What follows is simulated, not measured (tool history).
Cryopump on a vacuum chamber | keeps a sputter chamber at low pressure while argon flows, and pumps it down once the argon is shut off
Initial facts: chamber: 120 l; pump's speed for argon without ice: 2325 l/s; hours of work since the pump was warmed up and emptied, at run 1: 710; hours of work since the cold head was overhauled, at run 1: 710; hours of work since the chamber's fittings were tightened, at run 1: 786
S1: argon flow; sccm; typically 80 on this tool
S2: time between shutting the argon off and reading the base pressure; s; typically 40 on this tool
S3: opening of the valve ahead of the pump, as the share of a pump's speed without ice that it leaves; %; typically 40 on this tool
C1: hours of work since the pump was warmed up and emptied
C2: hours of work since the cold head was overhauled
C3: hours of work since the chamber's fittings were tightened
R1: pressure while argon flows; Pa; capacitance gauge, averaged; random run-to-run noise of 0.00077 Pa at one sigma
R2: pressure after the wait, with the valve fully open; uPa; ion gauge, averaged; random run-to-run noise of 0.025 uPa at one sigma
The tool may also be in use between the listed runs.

Run 1, hour 0: usual settings; C1 710; C2 710; C3 786. Result: R1 0.1547 Pa, R2 1.22 uPa.
Run 2, hour 28.7: usual settings; C1 728; C2 728; C3 805. Result: R1 0.1562 Pa, R2 1.25 uPa.
Run 3, hour 45.4: usual settings; C1 739; C2 739; C3 816. Result: R1 0.1556 Pa, R2 1.23 uPa.
Run 4, hour 62.5: usual settings; C1 751; C2 751; C3 827. Result: R1 0.1553 Pa, R2 1.2 uPa.
Run 5, hour 80.7: usual settings; C1 763; C2 763; C3 839. Result: R1 0.156 Pa, R2 1.27 uPa.
Run 6, hour 94.8: usual settings; C1 772; C2 772; C3 848. Result: R1 0.1563 Pa, R2 1.24 uPa.
Run 7, hour 109: usual settings; C1 781; C2 781; C3 858. Result: R1 0.1565 Pa, R2 1.25 uPa.
Run 8, hour 121.3: usual settings but S1 34 sccm, S2 69 s, S3 19 %; C1 789; C2 789; C3 866. Result: R1 0.1344 Pa, R2 0.85 uPa.
Run 9, hour 148.6: usual settings but S1 34 sccm, S2 69 s, S3 19 %; C1 807; C2 807; C3 884. Result: R1 0.135 Pa, R2 0.85 uPa.
Run 10, hour 162.1: usual settings but S1 90 sccm, S2 234 s, S3 38 %; C1 816; C2 816; C3 893. Result: R1 0.1851 Pa, R2 0.5 uPa.
Run 11, hour 190.8: usual settings but S1 36 sccm, S2 24 s, S3 52 %; C1 835; C2 835; C3 911. Result: R1 0.057 Pa, R2 1.96 uPa.
Run 12, hour 207.4: usual settings but S1 36 sccm, S2 24 s, S3 45 %; C1 846; C2 846; C3 922. Result: R1 0.0629 Pa, R2 1.91 uPa.
Run 13, hour 233.1: usual settings but S2 32 s, S3 30 %; C1 863; C2 863; C3 939. Result: R1 0.2066 Pa, R2 1.49 uPa.

Run by run, hidden condition taken away, random variation retained:
Hidden state present: pump's speed, % of a pump's without ice; cold plate's temperature, K; leak into the chamber, uPa l/s; drift of the gauge itself on working_pa, %; drift of the gauge itself on base_upa, %.
run      R1    R2
  1  0.1446  1.03
  2  0.1458  1.05
  3   0.145  1.03
  4  0.1446  0.99
  5   0.145  1.06
  6  0.1452  1.03
  7  0.1452  1.03
  8  0.1295  0.63
  9    0.13  0.63
 10  0.1719  0.27
 11  0.0515  1.73
 12  0.0574  1.67
 13  0.1939  1.25

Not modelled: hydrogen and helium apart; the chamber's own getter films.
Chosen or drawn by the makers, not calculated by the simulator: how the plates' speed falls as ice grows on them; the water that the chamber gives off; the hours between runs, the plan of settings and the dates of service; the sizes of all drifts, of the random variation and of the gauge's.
